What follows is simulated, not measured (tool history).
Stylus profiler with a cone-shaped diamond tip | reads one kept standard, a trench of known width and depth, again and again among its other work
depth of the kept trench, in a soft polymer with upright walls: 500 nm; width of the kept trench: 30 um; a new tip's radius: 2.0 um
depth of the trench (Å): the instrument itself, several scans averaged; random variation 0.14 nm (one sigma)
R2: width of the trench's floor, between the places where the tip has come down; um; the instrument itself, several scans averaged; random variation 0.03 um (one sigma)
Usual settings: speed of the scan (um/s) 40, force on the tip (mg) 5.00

{"run": 1, "hour": 0.0, "speed of the scan (um/s)": 40, "force on the tip (mg)": 5.0, "depth of the trench (Å)": 5113.8, "R2": 25.45}
{"hour": 15.3, "done": "new tip fitted, height scale calibrated"}
{"run": 2, "hour": 47.3, "speed of the scan (um/s)": 40, "force on the tip (mg)": 4.17, "depth of the trench (Å)": 5072.6, "R2": 27.17}
{"run": 3, "hour": 92.0, "speed of the scan (um/s)": 40, "force on the tip (mg)": 4.17, "depth of the trench (Å)": 5072.8, "R2": 27.13}
{"run": 4, "hour": 135.1, "speed of the scan (um/s)": 40, "force on the tip (mg)": 4.17, "depth of the trench (Å)": 5073.3, "R2": 27.02}
{"run": 5, "hour": 175.5, "speed of the scan (um/s)": 40, "force on the tip (mg)": 7.17, "depth of the trench (Å)": 5104.6, "R2": 27.0}
{"run": 6, "hour": 206.0, "speed of the scan (um/s)": 40, "force on the tip (mg)": 10.11, "depth of the trench (Å)": 5133.6, "R2": 26.99}
{"run": 7, "hour": 234.5, "speed of the scan (um/s)": 40, "force on the tip (mg)": 8.15, "depth of the trench (Å)": 5115.3, "R2": 26.98}
{"run": 8, "hour": 283.7, "speed of the scan (um/s)": 40, "force on the tip (mg)": 5.0, "depth of the trench (Å)": 5085.0, "R2": 26.81}
{"run": 9, "hour": 317.8, "speed of the scan (um/s)": 40, "force on the tip (mg)": 5.0, "depth of the trench (Å)": 5085.3, "R2": 26.81}
{"run": 10, "hour": 366.5, "speed of the scan (um/s)": 40, "force on the tip (mg)": 10.62, "depth of the trench (Å)": 5138.3, "R2": 26.76}
{"run": 11, "hour": 407.5, "speed of the scan (um/s)": 40, "force on the tip (mg)": 10.62, "depth of the trench (Å)": 5140.3, "R2": 26.71}
{"run": 12, "hour": 458.0, "speed of the scan (um/s)": 12, "force on the tip (mg)": 4.41, "depth of the trench (Å)": 5083.3, "R2": 26.74}
{"run": 13, "hour": 504.5, "speed of the scan (um/s)": 23, "force on the tip (mg)": 4.16, "depth of the trench (Å)": 5081.2, "R2": 26.6}
{"run": 14, "hour": 529.2, "speed of the scan (um/s)": 40, "force on the tip (mg)": 6.41, "depth of the trench (Å)": 5101.3, "R2": 26.55}
{"run": 15, "hour": 552.1, "speed of the scan (um/s)": 40, "force on the tip (mg)": 6.41, "depth of the trench (Å)": 5106.8, "R2": 26.54}
{"run": 16, "hour": 587.6, "speed of the scan (um/s)": 64, "force on the tip (mg)": 6.21, "depth of the trench (Å)": 5102.0, "R2": 26.44}
{"run": 17, "hour": 638.3, "speed of the scan (um/s)": 24, "force on the tip (mg)": 13.88, "depth of the trench (Å)": 5168.9, "R2": 26.49}

The next listed run, before its measurement:
{"run": 18, "hour": 665.7, "speed of the scan (um/s)": 24, "force on the tip (mg)": 13.88, "depth of the trench (Å)": "?", "R2": "?"}

Run 18 gave depth of the trench (Å) 5166.6, R2 26.42 um.
Without the tool's hidden state the same run would have given depth of the trench (Å) 5153.5, R2 27.25 um.

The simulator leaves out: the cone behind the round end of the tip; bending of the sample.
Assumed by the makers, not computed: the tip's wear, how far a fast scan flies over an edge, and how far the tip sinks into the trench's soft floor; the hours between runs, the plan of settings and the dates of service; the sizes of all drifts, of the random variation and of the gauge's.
